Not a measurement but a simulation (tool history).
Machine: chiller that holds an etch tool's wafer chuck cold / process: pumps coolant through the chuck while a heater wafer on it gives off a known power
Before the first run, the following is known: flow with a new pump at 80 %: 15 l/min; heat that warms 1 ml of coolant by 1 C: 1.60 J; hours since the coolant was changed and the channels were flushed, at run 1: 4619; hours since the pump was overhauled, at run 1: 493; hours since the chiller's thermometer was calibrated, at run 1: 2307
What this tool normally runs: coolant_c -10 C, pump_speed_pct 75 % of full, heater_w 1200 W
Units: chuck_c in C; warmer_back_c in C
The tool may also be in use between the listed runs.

run,hour,coolant_c,pump_speed_pct,heater_w,hours since the coolant was changed and the channels were flushed,hours since the pump was overhauled,hours since the chiller's thermometer was calibrated,chuck_c,warmer_back_c
1,0.0,-10,75,1200,4619,493,2307,-1.21,3.22
2,27.8,-10,75,1200,4647,520,2335,-1.21,3.21
3,52.2,-10,64,1200,4671,545,2359,-0.35,3.82
4,83.3,-10,64,1200,4702,576,2390,-0.38,3.82
5,108.8,-10,64,1200,4727,601,2416,-0.29,3.84
6,143.7,-10,64,1200,4762,636,2450,-0.26,3.83
7,163.7,-10,64,1603,4782,656,2471,3.02,5.16
8,184.4,-10,75,1190,4803,677,2491,-1.34,3.23
9,217.1,-10,75,1190,4836,710,2524,-1.29,3.20
10,233.1,0,75,1602,4852,726,2540,11.87,4.33
11,248.5,-11,99,960,4867,741,2555,-5.00,1.90
12,264.6,-13,61,1538,4883,757,2571,-0.10,5.27
13,298.7,-13,84,1538,4917,791,2606,-2.40,3.64
14,328.4,-4,73,916,4947,821,2635,2.84,2.46
15,356.9,-4,73,916,4976,849,2664,2.99,2.52
16,393.0,-4,73,916,5012,886,2700,2.90,2.54
17,426.9,-7,75,1200,5046,919,2734,1.83,3.22

Forecast each of these 5 alternatives for the next run:
A,445.6,-2,94,654,5064,938,2752,?,?
B,445.6,-3,75,1200,5064,938,2752,?,?
C,445.6,-19,75,1200,5064,938,2752,?,?
D,445.6,-13,92,1616,5064,938,2752,?,?
E,445.6,-10,63,721,5064,938,2752,?,?

run,chuck_c,warmer_back_c
A,2.14,1.42
B,5.85,3.24
C,-10.13,3.22
D,-2.50,3.48
E,-4.14,2.37
With no hidden state in the tool, these same runs would have given:
run,chuck_c,warmer_back_c
A,1.97,1.41
B,5.43,3.21
C,-10.54,3.19
D,-3.03,3.45
E,-4.39,2.35
